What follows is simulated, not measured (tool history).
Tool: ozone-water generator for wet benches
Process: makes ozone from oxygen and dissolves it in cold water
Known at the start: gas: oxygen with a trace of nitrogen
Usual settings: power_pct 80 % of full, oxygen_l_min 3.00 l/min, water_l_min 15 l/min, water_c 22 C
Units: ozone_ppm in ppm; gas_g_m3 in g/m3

run     day  power_pct  oxygen_l_min  water_l_min  water_c  ozone_ppm  gas_g_m3
  1   0.000         80          3.00           15       22       13.1     196.8
  2   1.162         80          3.00           15       22       13.1     196.7
  3   2.067         80          3.00           15       22       13.3     195.1
  4   4.021         80          3.00           15       22       13.3     196.2
  5   5.567         80          3.00           15       22       13.0     195.4
  6   6.988         80          3.00           15       22       13.0     195.3
  7   8.033         80          3.00           15       22       13.0     193.8
  8   9.096         80          3.00           15       22       13.2     194.1
  9  11.221         80          3.00           15       29       11.7     196.0
 10  12.638         80          1.63           15       22       13.5     294.4
 11  14.467         53          1.63           15       22        9.7     218.0
 12  15.612         80          3.02            9       22       21.5     193.7
 13  16.683         42          2.09           16       22        7.4     149.4
 14  18.242         76          4.81           15       22       11.6     134.1
 15  19.162         90          2.90           13       16       17.8     218.8
 16  21.375         90          2.90           13       16       17.9     217.1
 17  23.383         67          3.00           13       30       11.7     169.6
 18  24.329         51          3.44           16       19        8.9     123.3
 19  26.292         51          3.44           16       19        8.9     124.2
 20  28.300         41          3.44           23       15        4.8     104.2

3 ways to go on from here, each from the tool as it stands after run 20. What would each give?
  A  30.092         62          1.85           14       22          ?         ?
  B  30.092         80          3.00           22       22          ?         ?
  C  30.092         80          2.75           17       19          ?         ?

run  ozone_ppm  gas_g_m3
  A       11.7     221.4
  B        8.2     193.3
  C       11.7     205.1
Without the tool's hidden state the same runs would have given:
run  ozone_ppm  gas_g_m3
  A       12.3     228.9
  B        8.7     201.5
  C       12.4     213.8

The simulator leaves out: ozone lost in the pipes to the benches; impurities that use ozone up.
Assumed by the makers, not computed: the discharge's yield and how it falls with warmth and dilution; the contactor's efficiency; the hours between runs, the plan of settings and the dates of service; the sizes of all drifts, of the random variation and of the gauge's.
